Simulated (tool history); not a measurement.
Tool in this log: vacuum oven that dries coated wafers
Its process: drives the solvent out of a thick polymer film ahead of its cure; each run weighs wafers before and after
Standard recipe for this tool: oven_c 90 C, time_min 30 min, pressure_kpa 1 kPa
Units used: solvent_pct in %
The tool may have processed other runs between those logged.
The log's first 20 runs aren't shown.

run,day,oven_c,time_min,pressure_kpa,hours of work since the thermocouples were calibrated,hours of work since the vacuum gauge was cleaned of residue,solvent_pct
21,8.783,87,30,1,502,8,3.68
22,9.179,87,30,1,507,13,3.68
23,9.617,87,30,1.2,512,18,3.8
24,9.95,90,46,0.66,516,22,1.13
25,10.425,97,44,3.97,522,28,1.36
26,10.779,90,31,0.99,526,32,2.5
27,11.254,91,47,2.3,532,38,1.47
28,11.858,91,47,2.3,540,45,1.52
29,12.479,104,46,0.53,547,53,0.06
30,12.767,104,46,0.53,551,56,0.23
31,13.079,84,46,1,554,60,2.8
32,13.721,93,53,1,562,68,0.61

4 ways to go on from here, each from the tool as it stands after run 32. What would each give?
A,14.321,90,47,1,569,75,?
B,14.321,90,31,1,569,75,?
C,14.321,104,53,1,569,75,?
D,14.321,100,37,2.45,569,75,?

run,solvent_pct
A,1.24
B,2.51
C,0.12
D,0.81
Without the tool's hidden state the same runs would have given:
run,solvent_pct
A,1.1
B,2.27
C,0.11
D,0.76
